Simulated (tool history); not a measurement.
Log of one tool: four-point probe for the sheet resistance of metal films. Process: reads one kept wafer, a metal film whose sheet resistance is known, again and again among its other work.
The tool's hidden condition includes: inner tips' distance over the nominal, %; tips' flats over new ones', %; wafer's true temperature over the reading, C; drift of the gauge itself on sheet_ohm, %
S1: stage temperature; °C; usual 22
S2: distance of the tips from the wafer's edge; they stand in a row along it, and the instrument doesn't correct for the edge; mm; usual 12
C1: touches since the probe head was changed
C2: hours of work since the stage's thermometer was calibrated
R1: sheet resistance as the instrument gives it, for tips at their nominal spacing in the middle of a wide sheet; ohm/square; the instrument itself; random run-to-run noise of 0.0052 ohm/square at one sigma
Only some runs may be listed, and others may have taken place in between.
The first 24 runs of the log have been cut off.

run,day,S1,S2,C1,C2,R1
25,16.096,18,21,14326,29,25.860486
26,16.833,25,6,14804,39,26.128195
27,17.804,25,6,15434,53,26.133379
# day 18.088: stage's thermometer calibrated, once more
28,18.75,25,6,16032,9,26.126567
29,19.517,29,16,16528,20,25.753102
30,20.062,29,16,16884,28,25.758155
31,20.496,29,16,17165,34,25.761414
32,21.242,19,21,17646,45,25.861475
33,21.862,19,7,18049,54,26.098987
34,22.75,33,45,18622,66,25.668028
35,23.175,20,31,18899,72,25.837909
36,23.692,32,57,19232,80,25.687337
37,24.112,24,7,19506,86,26.047306

5 ways to go on from here, each from the tool as it stands after run 37. What would each give?
A,24.65,22,16,19855,93,?
B,24.65,33,12,19855,93,?
C,24.65,24,18,19855,93,?
D,24.65,25,67,19855,93,?
E,24.65,19,12,19855,93,?

run,R1
A,25.840317
B,25.7595
C,25.81805
D,25.766579
E,25.926909
What these runs would have given with no unlogged condition in the tool:
run,R1
A,25.717141
B,25.636658
C,25.694963
D,25.643717
E,25.803355
